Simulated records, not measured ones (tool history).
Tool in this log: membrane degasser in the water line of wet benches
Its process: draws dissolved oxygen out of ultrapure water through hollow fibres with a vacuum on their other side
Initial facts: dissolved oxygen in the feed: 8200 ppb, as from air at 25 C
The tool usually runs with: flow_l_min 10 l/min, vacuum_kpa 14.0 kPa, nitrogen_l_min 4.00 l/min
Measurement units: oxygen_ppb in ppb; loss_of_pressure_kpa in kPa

Run 1, hour 0.0: usual settings. Result: oxygen_ppb 72.0 ppb, loss_of_pressure_kpa 49.17 kPa.
Run 2, hour 22.1: usual settings but flow_l_min 14 l/min. Result: oxygen_ppb 106.4 ppb, loss_of_pressure_kpa 68.96 kPa.
Run 3, hour 72.8: usual settings but vacuum_kpa 10.9 kPa. Result: oxygen_ppb 53.5 ppb, loss_of_pressure_kpa 48.85 kPa.
Run 4, hour 122.4: usual settings but vacuum_kpa 10.5 kPa. Result: oxygen_ppb 51.3 ppb, loss_of_pressure_kpa 49.06 kPa.
Run 5, hour 158.4: usual settings but flow_l_min 8 l/min. Result: oxygen_ppb 57.0 ppb, loss_of_pressure_kpa 39.51 kPa.
Run 6, hour 194.1: usual settings but flow_l_min 8 l/min. Result: oxygen_ppb 56.7 ppb, loss_of_pressure_kpa 39.60 kPa.
Run 7, hour 237.2: usual settings but flow_l_min 8 l/min. Result: oxygen_ppb 55.6 ppb, loss_of_pressure_kpa 39.58 kPa.
Run 8, hour 288.3: usual settings but flow_l_min 7 l/min. Result: oxygen_ppb 50.2 ppb, loss_of_pressure_kpa 34.66 kPa.
Run 9, hour 333.1: usual settings. Result: oxygen_ppb 72.5 ppb, loss_of_pressure_kpa 49.20 kPa.
Run 10, hour 366.2: usual settings but vacuum_kpa 14.7 kPa. Result: oxygen_ppb 77.4 ppb, loss_of_pressure_kpa 49.39 kPa.
Run 11, hour 391.8: usual settings but vacuum_kpa 14.7 kPa. Result: oxygen_ppb 76.8 ppb, loss_of_pressure_kpa 49.38 kPa.
Run 12, hour 436.2: usual settings. Result: oxygen_ppb 73.3 ppb, loss_of_pressure_kpa 49.41 kPa.
Run 13, hour 483.2: usual settings. Result: oxygen_ppb 72.3 ppb, loss_of_pressure_kpa 49.23 kPa.
Run 14, hour 517.1: usual settings. Result: oxygen_ppb 72.7 ppb, loss_of_pressure_kpa 49.50 kPa.
Run 15, hour 543.9: usual settings. Result: oxygen_ppb 73.7 ppb, loss_of_pressure_kpa 49.32 kPa.
Run 16, hour 581.8: usual settings. Result: oxygen_ppb 74.6 ppb, loss_of_pressure_kpa 49.51 kPa.
Run 17, hour 632.0: usual settings but flow_l_min 9 l/min, nitrogen_l_min 2.47 l/min. Result: oxygen_ppb 102.4 ppb, loss_of_pressure_kpa 44.44 kPa.
Run 18, hour 656.2: usual settings but flow_l_min 8 l/min, vacuum_kpa 14.2 kPa. Result: oxygen_ppb 57.7 ppb, loss_of_pressure_kpa 39.57 kPa.
Run 19, hour 689.2: usual settings but flow_l_min 8 l/min, vacuum_kpa 12.8 kPa, nitrogen_l_min 6.02 l/min. Result: oxygen_ppb 34.4 ppb, loss_of_pressure_kpa 39.62 kPa.
Run 20, hour 735.6: usual settings but flow_l_min 13 l/min, vacuum_kpa 11.2 kPa. Result: oxygen_ppb 76.6 ppb, loss_of_pressure_kpa 64.03 kPa.
Run 21, hour 765.8: usual settings but vacuum_kpa 16.7 kPa. Result: oxygen_ppb 89.7 ppb, loss_of_pressure_kpa 49.40 kPa.
Run 22, hour 805.9: usual settings but flow_l_min 6 l/min, vacuum_kpa 16.7 kPa. Result: oxygen_ppb 53.0 ppb, loss_of_pressure_kpa 29.70 kPa.
Run 23, hour 836.5: usual settings but flow_l_min 6 l/min, vacuum_kpa 16.7 kPa. Result: oxygen_ppb 52.9 ppb, loss_of_pressure_kpa 29.76 kPa.
Run 24, hour 868.5: usual settings but vacuum_kpa 13.1 kPa, nitrogen_l_min 11.49 l/min. Result: oxygen_ppb 26.5 ppb, loss_of_pressure_kpa 49.43 kPa.
Run 25, hour 910.5: usual settings but flow_l_min 7 l/min, vacuum_kpa 9.9 kPa, nitrogen_l_min 5.17 l/min. Result: oxygen_ppb 24.8 ppb, loss_of_pressure_kpa 34.61 kPa.
Run 26, hour 956.6: usual settings but flow_l_min 7 l/min, vacuum_kpa 9.9 kPa, nitrogen_l_min 5.17 l/min. Result: oxygen_ppb 24.6 ppb, loss_of_pressure_kpa 34.68 kPa.
Run 27, hour 1000.3: usual settings but flow_l_min 15 l/min, vacuum_kpa 18.6 kPa, nitrogen_l_min 4.29 l/min. Result: oxygen_ppb 150.0 ppb, loss_of_pressure_kpa 74.35 kPa.
Run 28, hour 1037.4: usual settings but flow_l_min 16 l/min, vacuum_kpa 21.8 kPa, nitrogen_l_min 2.35 l/min. Result: oxygen_ppb 319.9 ppb, loss_of_pressure_kpa 78.78 kPa.
Run 29, hour 1082.0: usual settings but flow_l_min 16 l/min, vacuum_kpa 21.8 kPa, nitrogen_l_min 2.35 l/min. Result: oxygen_ppb 319.5 ppb, loss_of_pressure_kpa 79.47 kPa.
Run 30, hour 1130.6: usual settings but flow_l_min 16 l/min, vacuum_kpa 21.8 kPa, nitrogen_l_min 2.35 l/min. Result: oxygen_ppb 319.9 ppb, loss_of_pressure_kpa 78.71 kPa.
Run 31, hour 1173.0: usual settings but flow_l_min 16 l/min, vacuum_kpa 21.8 kPa, nitrogen_l_min 2.35 l/min. Result: oxygen_ppb 318.3 ppb, loss_of_pressure_kpa 79.30 kPa.
Run 32, hour 1201.6: usual settings but flow_l_min 8 l/min, vacuum_kpa 23.7 kPa, nitrogen_l_min 3.35 l/min. Result: oxygen_ppb 126.4 ppb, loss_of_pressure_kpa 39.79 kPa.

Removed from this log: 2 entries logged between the listed runs. Between which two listed runs does each belong, and how does the tool's hidden state at the listed run before it compare with that at the listed run after it?
Logged between run 16 and run 17: vacuum gauge calibrated (hour 585.1)
  true pressure behind the membrane over the reading, kPa: 0.05 -> 0.08; air that leaks in behind the membrane, l/min: 0.008 -> 0.0081
  the result without the hidden state subtracted from the measured one, oxygen_ppb: +1.8 -> +2.8 ppb; loss_of_pressure_kpa: +0.36 -> +0.33 kPa
Logged between run 18 and run 19: vacuum gauge calibrated, once more (hour 685.3)
  true pressure behind the membrane over the reading, kPa: 0.08 -> 0.01; air that leaks in behind the membrane, l/min: 0.0081 -> 0.0082
  the result without the hidden state subtracted from the measured one, oxygen_ppb: +1.8 -> +1.0 ppb; loss_of_pressure_kpa: +0.30 -> +0.31 kPa
